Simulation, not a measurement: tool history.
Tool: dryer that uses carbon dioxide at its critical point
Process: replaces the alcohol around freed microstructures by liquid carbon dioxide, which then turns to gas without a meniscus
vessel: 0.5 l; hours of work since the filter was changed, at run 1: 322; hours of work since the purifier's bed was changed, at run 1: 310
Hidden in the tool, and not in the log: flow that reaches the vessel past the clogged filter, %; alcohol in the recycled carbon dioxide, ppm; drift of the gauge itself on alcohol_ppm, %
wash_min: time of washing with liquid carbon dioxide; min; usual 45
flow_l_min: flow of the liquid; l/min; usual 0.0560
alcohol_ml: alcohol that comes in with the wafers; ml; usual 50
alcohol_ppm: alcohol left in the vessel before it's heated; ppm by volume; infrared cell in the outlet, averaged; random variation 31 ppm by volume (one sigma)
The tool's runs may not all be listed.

run   hour  wash_min  flow_l_min  alcohol_ml  hours of work since the filter was changed  hours of work since the purifier's bed was changed  alcohol_ppm
  1    0.0        45      0.0560          50                                         322                                                 310         2836
  2   16.5        45      0.0560          50                                         334                                                 322         2781
  3   25.7        45      0.0560          50                                         340                                                 328         2800
  4   34.6        45      0.0560          50                                         346                                                 335         2850
  5   51.9        45      0.0560          50                                         359                                                 347         2862
  6   60.6        45      0.0560          50                                         365                                                 353         2876
  7   73.3        45      0.0560          50                                         374                                                 362         2874
  8   81.6        45      0.0489          50                                         380                                                 368         4527
  9   88.6        45      0.0489          24                                         385                                                 373         2189
 10   98.8        33      0.0560          50                                         392                                                 380         7495
 11  110.3        33      0.0560          50                                         400                                                 389         7423
 12  122.1        33      0.0560          50                                         409                                                 397         7547
 13  138.5        56      0.0680          50                                         421                                                 409          552
 14  150.7        56      0.0560          97                                         429                                                 417         2535
 15  161.5        56      0.0560          97                                         437                                                 425         2542
 16  172.2        56      0.0560          97                                         445                                                 433         2583
 17  189.2        41      0.0560          97                                         457                                                 445         8072
 18  206.7        37      0.0520          30                                         469                                                 457         4215
 19  223.1        42      0.0427          50                                         481                                                 469         8515
 20  234.0        47      0.0560          28                                         489                                                 477         1546
 21  244.0        38      0.0560         112                                         496                                                 484        12362
     249.9  -- inlet filter changed
 22  259.1        38      0.0560         112                                           7                                                 494         8546
 23  272.8        38      0.0560          99                                          16                                                 504         7846
     285.1  -- purifier's bed changed
 24  285.8        38      0.0560          99                                          24                                                   1         7602

Forecast each of these 3 alternatives for the next run:
  A  298.5        62      0.0560          99                                          33                                                  10            ?
  B  298.5        30      0.0543          29                                          33                                                  10            ?
  C  298.5        54      0.0816          90                                          33                                                  10            ?

run  alcohol_ppm
  A          968
  B         4716
  C          210
Without the tool's hidden state the same runs would have given:
run  alcohol_ppm
  A          912
  B         4587
  C          193
